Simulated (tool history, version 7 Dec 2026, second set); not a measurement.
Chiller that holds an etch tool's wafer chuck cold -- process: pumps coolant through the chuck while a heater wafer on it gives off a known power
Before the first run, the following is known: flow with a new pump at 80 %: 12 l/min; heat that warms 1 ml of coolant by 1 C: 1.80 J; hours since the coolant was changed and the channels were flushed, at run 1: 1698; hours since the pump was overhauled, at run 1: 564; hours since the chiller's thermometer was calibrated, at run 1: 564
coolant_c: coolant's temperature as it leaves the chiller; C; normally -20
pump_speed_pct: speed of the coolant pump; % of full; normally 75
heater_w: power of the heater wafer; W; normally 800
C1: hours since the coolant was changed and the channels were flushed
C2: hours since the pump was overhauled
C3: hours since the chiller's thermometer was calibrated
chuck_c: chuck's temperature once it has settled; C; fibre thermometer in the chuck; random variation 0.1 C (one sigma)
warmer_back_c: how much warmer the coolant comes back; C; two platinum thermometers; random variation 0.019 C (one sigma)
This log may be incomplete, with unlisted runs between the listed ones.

run 1 hour=0.0 | coolant_c=-20 pump_speed_pct=75 heater_w=800 | C1=1698 C2=564 C3=564 | chuck_c=-11.5 warmer_back_c=2.38
run 2 hour=205.1 | coolant_c=-20 pump_speed_pct=75 heater_w=569 | C1=1903 C2=769 C3=769 | chuck_c=-13.9 warmer_back_c=1.67
run 3 hour=392.8 | coolant_c=-20 pump_speed_pct=75 heater_w=569 | C1=2090 C2=957 C3=957 | chuck_c=-14.0 warmer_back_c=1.68
run 4 hour=572.5 | coolant_c=-20 pump_speed_pct=75 heater_w=569 | C1=2270 C2=1136 C3=1136 | chuck_c=-13.9 warmer_back_c=1.69
run 5 hour=756.1 | coolant_c=-20 pump_speed_pct=75 heater_w=569 | C1=2454 C2=1320 C3=1320 | chuck_c=-14.1 warmer_back_c=1.66
run 6 hour=843.1 | coolant_c=-20 pump_speed_pct=75 heater_w=800 | C1=2541 C2=1407 C3=1407 | chuck_c=-11.7 warmer_back_c=2.39
run 7 hour=930.5 | coolant_c=-20 pump_speed_pct=75 heater_w=685 | C1=2628 C2=1494 C3=1494 | chuck_c=-12.8 warmer_back_c=2.04
run 8 hour=1021.7 | coolant_c=-20 pump_speed_pct=75 heater_w=685 | C1=2719 C2=1586 C3=1586 | chuck_c=-12.7 warmer_back_c=2.06
run 9 hour=1121.2 | coolant_c=-20 pump_speed_pct=75 heater_w=685 | C1=2819 C2=1685 C3=1685 | chuck_c=-12.6 warmer_back_c=2.04
run 10 hour=1258.0 | coolant_c=-20 pump_speed_pct=75 heater_w=685 | C1=2956 C2=1822 C3=1822 | chuck_c=-12.7 warmer_back_c=2.03
run 11 hour=1379.0 | coolant_c=-20 pump_speed_pct=75 heater_w=685 | C1=3077 C2=1943 C3=1943 | chuck_c=-13.0 warmer_back_c=2.02
run 12 hour=1576.2 | coolant_c=-21 pump_speed_pct=75 heater_w=800 | C1=3274 C2=2140 C3=2140 | chuck_c=-12.5 warmer_back_c=2.38
run 13 hour=1748.3 | coolant_c=-21 pump_speed_pct=75 heater_w=800 | C1=3446 C2=2312 C3=2312 | chuck_c=-12.6 warmer_back_c=2.40
run 14 hour=1925.7 | coolant_c=-21 pump_speed_pct=75 heater_w=800 | C1=3623 C2=2490 C3=2490 | chuck_c=-12.5 warmer_back_c=2.38
run 15 hour=2118.3 | coolant_c=-20 pump_speed_pct=75 heater_w=927 | C1=3816 C2=2682 C3=2682 | chuck_c=-10.2 warmer_back_c=2.75
run 16 hour=2301.1 | coolant_c=-29 pump_speed_pct=75 heater_w=800 | C1=3999 C2=2865 C3=2865 | chuck_c=-20.3 warmer_back_c=2.39
-- hour=2467.4 chiller's thermometer calibrated
run 17 hour=2504.3 | coolant_c=-29 pump_speed_pct=75 heater_w=800 | C1=4201 C2=3067 C3=37 | chuck_c=-20.6 warmer_back_c=2.39
run 18 hour=2670.7 | coolant_c=-20 pump_speed_pct=90 heater_w=937 | C1=4367 C2=3234 C3=203 | chuck_c=-11.3 warmer_back_c=2.29
run 19 hour=2838.9 | coolant_c=-30 pump_speed_pct=75 heater_w=937 | C1=4536 C2=3402 C3=372 | chuck_c=-19.9 warmer_back_c=2.84
run 20 hour=3000.7 | coolant_c=-30 pump_speed_pct=75 heater_w=937 | C1=4697 C2=3564 C3=533 | chuck_c=-20.2 warmer_back_c=2.79
run 21 hour=3111.7 | coolant_c=-20 pump_speed_pct=68 heater_w=800 | C1=4808 C2=3675 C3=644 | chuck_c=-11.0 warmer_back_c=2.63
run 22 hour=3294.2 | coolant_c=-24 pump_speed_pct=83 heater_w=800 | C1=4991 C2=3857 C3=827 | chuck_c=-16.0 warmer_back_c=2.13
-- hour=3317.1 coolant changed, channels flushed
run 23 hour=3412.9 | coolant_c=-24 pump_speed_pct=83 heater_w=800 | C1=96 C2=3970 C3=939 | chuck_c=-16.1 warmer_back_c=2.16
run 24 hour=3506.7 | coolant_c=-26 pump_speed_pct=75 heater_w=626 | C1=190 C2=4064 C3=1033 | chuck_c=-19.6 warmer_back_c=1.86
run 25 hour=3670.8 | coolant_c=-20 pump_speed_pct=75 heater_w=1101 | C1=354 C2=4228 C3=1197 | chuck_c=-8.4 warmer_back_c=3.29
run 26 hour=3841.4 | coolant_c=-20 pump_speed_pct=75 heater_w=1038 | C1=524 C2=4398 C3=1368 | chuck_c=-9.1 warmer_back_c=3.08
run 27 hour=4034.2 | coolant_c=-27 pump_speed_pct=75 heater_w=804 | C1=717 C2=4591 C3=1561 | chuck_c=-18.5 warmer_back_c=2.41
run 28 hour=4244.9 | coolant_c=-20 pump_speed_pct=72 heater_w=924 | C1=928 C2=4802 C3=1771 | chuck_c=-10.2 warmer_back_c=2.87
run 29 hour=4438.7 | coolant_c=-12 pump_speed_pct=98 heater_w=1029 | C1=1122 C2=4996 C3=1965 | chuck_c=-3.0 warmer_back_c=2.31
run 30 hour=4568.5 | coolant_c=-28 pump_speed_pct=75 heater_w=970 | C1=1251 C2=5125 C3=2095 | chuck_c=-17.8 warmer_back_c=2.89
run 31 hour=4693.7 | coolant_c=-28 pump_speed_pct=75 heater_w=970 | C1=1377 C2=5251 C3=2220 | chuck_c=-17.8 warmer_back_c=2.89

4 options for the next run, each taken on its own from the tool as it stands now. Forecast them:
run A hour=4794.5 | coolant_c=-29 pump_speed_pct=62 heater_w=896 | C1=1477 C2=5352 C3=2321 | chuck_c=? warmer_back_c=?
run B hour=4794.5 | coolant_c=-16 pump_speed_pct=97 heater_w=1172 | C1=1477 C2=5352 C3=2321 | chuck_c=? warmer_back_c=?
run C hour=4794.5 | coolant_c=-28 pump_speed_pct=75 heater_w=506 | C1=1477 C2=5352 C3=2321 | chuck_c=? warmer_back_c=?
run D hour=4794.5 | coolant_c=-11 pump_speed_pct=75 heater_w=490 | C1=1477 C2=5352 C3=2321 | chuck_c=? warmer_back_c=?

run=A chuck_c=-18.3 warmer_back_c=3.30
run=B chuck_c=-5.6 warmer_back_c=2.67
run=C chuck_c=-22.7 warmer_back_c=1.50
run=D chuck_c=-5.8 warmer_back_c=1.45
Without the tool's hidden state the same runs would have given:
run=A chuck_c=-18.3 warmer_back_c=3.29
run=B chuck_c=-5.7 warmer_back_c=2.67
run=C chuck_c=-22.7 warmer_back_c=1.50
run=D chuck_c=-5.8 warmer_back_c=1.45
